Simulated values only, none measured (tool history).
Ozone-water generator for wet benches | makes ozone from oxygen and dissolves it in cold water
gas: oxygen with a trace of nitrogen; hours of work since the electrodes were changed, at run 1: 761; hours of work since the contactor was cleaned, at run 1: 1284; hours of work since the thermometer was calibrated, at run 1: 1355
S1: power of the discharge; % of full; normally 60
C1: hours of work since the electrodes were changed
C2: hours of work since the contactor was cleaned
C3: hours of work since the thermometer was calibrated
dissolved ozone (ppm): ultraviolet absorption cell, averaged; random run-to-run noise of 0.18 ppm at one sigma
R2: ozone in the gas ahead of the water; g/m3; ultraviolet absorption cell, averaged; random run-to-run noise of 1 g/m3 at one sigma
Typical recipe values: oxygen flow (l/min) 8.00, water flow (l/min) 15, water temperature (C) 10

{"run": 1, "hour": 0.0, "S1": 60, "oxygen flow (l/min)": 8.0, "water flow (l/min)": 15, "water temperature (C)": 10, "C1": 761, "C2": 1284, "C3": 1355, "dissolved ozone (ppm)": 25.8, "R2": 172.4}
{"run": 2, "hour": 26.5, "S1": 60, "oxygen flow (l/min)": 8.0, "water flow (l/min)": 15, "water temperature (C)": 10, "C1": 787, "C2": 1310, "C3": 1381, "dissolved ozone (ppm)": 25.8, "R2": 170.3}
{"run": 3, "hour": 45.4, "S1": 60, "oxygen flow (l/min)": 8.0, "water flow (l/min)": 15, "water temperature (C)": 10, "C1": 806, "C2": 1328, "C3": 1399, "dissolved ozone (ppm)": 26.0, "R2": 172.2}
{"run": 4, "hour": 60.8, "S1": 60, "oxygen flow (l/min)": 8.0, "water flow (l/min)": 15, "water temperature (C)": 6, "C1": 821, "C2": 1343, "C3": 1414, "dissolved ozone (ppm)": 27.4, "R2": 173.8}
{"run": 5, "hour": 73.9, "S1": 60, "oxygen flow (l/min)": 8.0, "water flow (l/min)": 15, "water temperature (C)": 6, "C1": 834, "C2": 1356, "C3": 1427, "dissolved ozone (ppm)": 27.7, "R2": 170.8}
{"run": 6, "hour": 94.9, "S1": 60, "oxygen flow (l/min)": 8.0, "water flow (l/min)": 15, "water temperature (C)": 6, "C1": 854, "C2": 1376, "C3": 1448, "dissolved ozone (ppm)": 27.8, "R2": 172.4}
{"run": 7, "hour": 117.7, "S1": 65, "oxygen flow (l/min)": 8.0, "water flow (l/min)": 15, "water temperature (C)": 10, "C1": 876, "C2": 1399, "C3": 1470, "dissolved ozone (ppm)": 27.6, "R2": 182.6}
{"run": 8, "hour": 138.3, "S1": 65, "oxygen flow (l/min)": 8.0, "water flow (l/min)": 15, "water temperature (C)": 10, "C1": 897, "C2": 1419, "C3": 1490, "dissolved ozone (ppm)": 27.7, "R2": 183.2}
{"run": 9, "hour": 152.1, "S1": 65, "oxygen flow (l/min)": 8.0, "water flow (l/min)": 15, "water temperature (C)": 10, "C1": 910, "C2": 1432, "C3": 1504, "dissolved ozone (ppm)": 27.8, "R2": 181.4}
{"run": 10, "hour": 175.7, "S1": 48, "oxygen flow (l/min)": 8.0, "water flow (l/min)": 15, "water temperature (C)": 10, "C1": 933, "C2": 1455, "C3": 1527, "dissolved ozone (ppm)": 21.7, "R2": 143.5}
{"run": 11, "hour": 191.9, "S1": 48, "oxygen flow (l/min)": 8.0, "water flow (l/min)": 15, "water temperature (C)": 10, "C1": 949, "C2": 1471, "C3": 1543, "dissolved ozone (ppm)": 21.7, "R2": 142.9}
{"run": 12, "hour": 216.6, "S1": 60, "oxygen flow (l/min)": 8.0, "water flow (l/min)": 15, "water temperature (C)": 10, "C1": 973, "C2": 1495, "C3": 1567, "dissolved ozone (ppm)": 25.9, "R2": 170.9}
{"run": 13, "hour": 244.9, "S1": 60, "oxygen flow (l/min)": 8.0, "water flow (l/min)": 15, "water temperature (C)": 10, "C1": 1001, "C2": 1523, "C3": 1594, "dissolved ozone (ppm)": 25.9, "R2": 170.1}
{"run": 14, "hour": 262.4, "S1": 44, "oxygen flow (l/min)": 8.0, "water flow (l/min)": 15, "water temperature (C)": 10, "C1": 1018, "C2": 1540, "C3": 1611, "dissolved ozone (ppm)": 20.2, "R2": 132.3}
{"run": 15, "hour": 285.0, "S1": 60, "oxygen flow (l/min)": 4.42, "water flow (l/min)": 15, "water temperature (C)": 10, "C1": 1040, "C2": 1562, "C3": 1633, "dissolved ozone (ppm)": 25.2, "R2": 228.3}
{"run": 16, "hour": 308.1, "S1": 60, "oxygen flow (l/min)": 8.0, "water flow (l/min)": 15, "water temperature (C)": 10, "C1": 1062, "C2": 1585, "C3": 1656, "dissolved ozone (ppm)": 26.2, "R2": 170.9}
{"run": 17, "hour": 327.6, "S1": 60, "oxygen flow (l/min)": 8.0, "water flow (l/min)": 15, "water temperature (C)": 10, "C1": 1082, "C2": 1604, "C3": 1675, "dissolved ozone (ppm)": 25.8, "R2": 170.3}
{"run": 18, "hour": 342.7, "S1": 63, "oxygen flow (l/min)": 8.0, "water flow (l/min)": 15, "water temperature (C)": 10, "C1": 1096, "C2": 1619, "C3": 1690, "dissolved ozone (ppm)": 26.9, "R2": 178.4}
{"run": 19, "hour": 365.7, "S1": 97, "oxygen flow (l/min)": 7.82, "water flow (l/min)": 13, "water temperature (C)": 7, "C1": 1119, "C2": 1641, "C3": 1712, "dissolved ozone (ppm)": 44.0, "R2": 252.6}

What does the tool deliver on the next run?
{"run": 20, "hour": 390.1, "S1": 97, "oxygen flow (l/min)": 7.82, "water flow (l/min)": 13, "water temperature (C)": 7, "C1": 1143, "C2": 1665, "C3": 1736, "dissolved ozone (ppm)": "?", "R2": "?"}

{"run 20": {"dissolved ozone (ppm)": 43.8, "R2": 253.1}}
If the tool had no hidden condition, the same run with the same run-to-run variation would have returned dissolved ozone (ppm) 43.9, R2 257.2 g/m3.
